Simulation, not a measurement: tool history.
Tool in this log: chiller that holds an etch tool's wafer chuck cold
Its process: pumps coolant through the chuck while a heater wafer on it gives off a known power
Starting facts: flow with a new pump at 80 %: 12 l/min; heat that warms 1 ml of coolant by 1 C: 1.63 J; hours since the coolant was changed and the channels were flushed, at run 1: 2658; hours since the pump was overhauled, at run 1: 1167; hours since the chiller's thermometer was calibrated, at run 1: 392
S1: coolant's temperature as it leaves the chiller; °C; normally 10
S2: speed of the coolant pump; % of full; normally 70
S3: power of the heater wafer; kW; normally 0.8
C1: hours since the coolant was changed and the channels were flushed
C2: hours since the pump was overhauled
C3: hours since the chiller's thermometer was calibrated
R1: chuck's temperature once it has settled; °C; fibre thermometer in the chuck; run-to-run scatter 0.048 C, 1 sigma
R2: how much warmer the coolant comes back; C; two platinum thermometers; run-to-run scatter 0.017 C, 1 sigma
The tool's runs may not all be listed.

Run 1, hour 0: usual settings; C1 2658; C2 1167; C3 392. Result: R1 15.57 °C, R2 2.84 C.
Run 2, hour 47.8: usual settings but S2 73 % of full; C1 2706; C2 1215; C3 440. Result: R1 15.33 °C, R2 2.69 C.
Run 3, hour 114.8: usual settings; C1 2773; C2 1282; C3 507. Result: R1 15.57 °C, R2 2.81 C.
Run 4, hour 170.3: usual settings but S1 9 °C; C1 2828; C2 1338; C3 562. Result: R1 14.54 °C, R2 2.79 C.
Run 5, hour 221.1: usual settings but S1 9 °C; C1 2879; C2 1388; C3 613. Result: R1 14.46 °C, R2 2.82 C.
Run 6, hour 290.2: usual settings but S1 9 °C; C1 2948; C2 1458; C3 682. Result: R1 14.51 °C, R2 2.8 C.
Run 7, hour 349.2: usual settings but S1 9 °C; C1 3007; C2 1517; C3 741. Result: R1 14.49 °C, R2 2.81 C.
Run 8, hour 392.7: usual settings but S1 20 °C; C1 3051; C2 1560; C3 784. Result: R1 25.49 °C, R2 2.83 C.
Run 9, hour 443.7: usual settings but S1 20 °C; C1 3102; C2 1611; C3 835. Result: R1 25.53 °C, R2 2.8 C.
Run 10, hour 490.6: usual settings but S1 20 °C; C1 3149; C2 1658; C3 882. Result: R1 25.58 °C, R2 2.77 C.
Run 11, hour 554.5: usual settings but S1 20 °C; C1 3213; C2 1722; C3 946. Result: R1 25.5 °C, R2 2.8 C.
Run 12, hour 594.1: usual settings but S1 17 °C, S2 63 % of full, S3 0.816 kW; C1 3252; C2 1762; C3 986. Result: R1 23.14 °C, R2 3.18 C.
Run 13, hour 653.4: usual settings but S1 17 °C, S2 79 % of full, S3 0.615 kW; C1 3311; C2 1821; C3 1045. Result: R1 21.01 °C, R2 1.92 C.

Run 14 has not been measured yet. What should we expect?
Run 14, hour 687.2: usual settings but S1 9 °C, S2 71 % of full, S3 0.466 kW; C1 3345; C2 1855; C3 1079. Result: R1 ?, R2 ?.

{"run 14": {"R1": 12.14, "R2": 1.61}}
Without the tool's hidden state the same run would have given R1 12.14 °C, R2 1.61 C.
